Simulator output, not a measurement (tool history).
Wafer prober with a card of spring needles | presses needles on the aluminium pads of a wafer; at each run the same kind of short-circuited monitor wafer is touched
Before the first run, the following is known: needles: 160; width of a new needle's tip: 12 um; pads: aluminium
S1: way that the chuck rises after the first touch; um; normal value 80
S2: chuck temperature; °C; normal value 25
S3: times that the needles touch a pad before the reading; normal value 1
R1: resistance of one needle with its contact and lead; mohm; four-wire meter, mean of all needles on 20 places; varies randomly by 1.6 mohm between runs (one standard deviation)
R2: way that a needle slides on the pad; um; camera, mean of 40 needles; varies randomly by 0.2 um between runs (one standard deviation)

| run | hour | S1 | S2 | S3 | R1 | R2 |
|---|---|---|---|---|---|---|
| 1 | 0 | 80 | 25 | 1 | 181 | 21.53 |
|  | 2.6 | tips cleaned on abrasive film |
| 2 | 11.9 | 80 | 25 | 2 | 167 | 20.92 |
|  | 22.3 | tips cleaned on abrasive film |
| 3 | 30.8 | 80 | 25 | 2 | 167 | 21.08 |
|  | 42.9 | tips cleaned on abrasive film |
| 4 | 53.2 | 80 | 25 | 1 | 175 | 21.2 |
|  | 63.3 | tips cleaned on abrasive film |
| 5 | 69.7 | 80 | 25 | 1 | 170 | 21.11 |
|  | 77.8 | height of the first contact set anew |
|  | 83.9 | tips cleaned on abrasive film |
| 6 | 91.8 | 70 | 43 | 2 | 171 | 19.6 |
|  | 104.6 | tips cleaned on abrasive film |
| 7 | 112.4 | 70 | 43 | 2 | 174 | 19.37 |
|  | 124.9 | tips cleaned on abrasive film |
| 8 | 128.9 | 80 | 68 | 1 | 176 | 22.13 |
|  | 146.1 | tips cleaned on abrasive film |
| 9 | 151 | 80 | 27 | 2 | 164 | 22.38 |
|  | 166.4 | tips cleaned on abrasive film |
| 10 | 172.8 | 80 | 27 | 2 | 166 | 22.31 |

5 ways to go on from here, each from the tool as it stands after run 10. What would each give?
| A | 185.3 | 80 | 48 | 1 | ? | ? |
| B | 185.3 | 80 | 27 | 2 | ? | ? |
| C | 185.3 | 68 | 58 | 1 | ? | ? |
| D | 185.3 | 76 | 25 | 3 | ? | ? |
| E | 185.3 | 97 | 57 | 1 | ? | ? |

| run | R1 | R2 |
|---|---|---|
| A | 181 | 22.5 |
| B | 174 | 21.99 |
| C | 191 | 18.74 |
| D | 168 | 21.19 |
| E | 178 | 26.86 |
Without the tool's hidden state the same runs would have given:
| run | R1 | R2 |
|---|---|---|
| A | 161 | 22.67 |
| B | 161 | 22.15 |
| C | 166 | 18.91 |
| D | 160 | 21.36 |
| E | 163 | 27.03 |
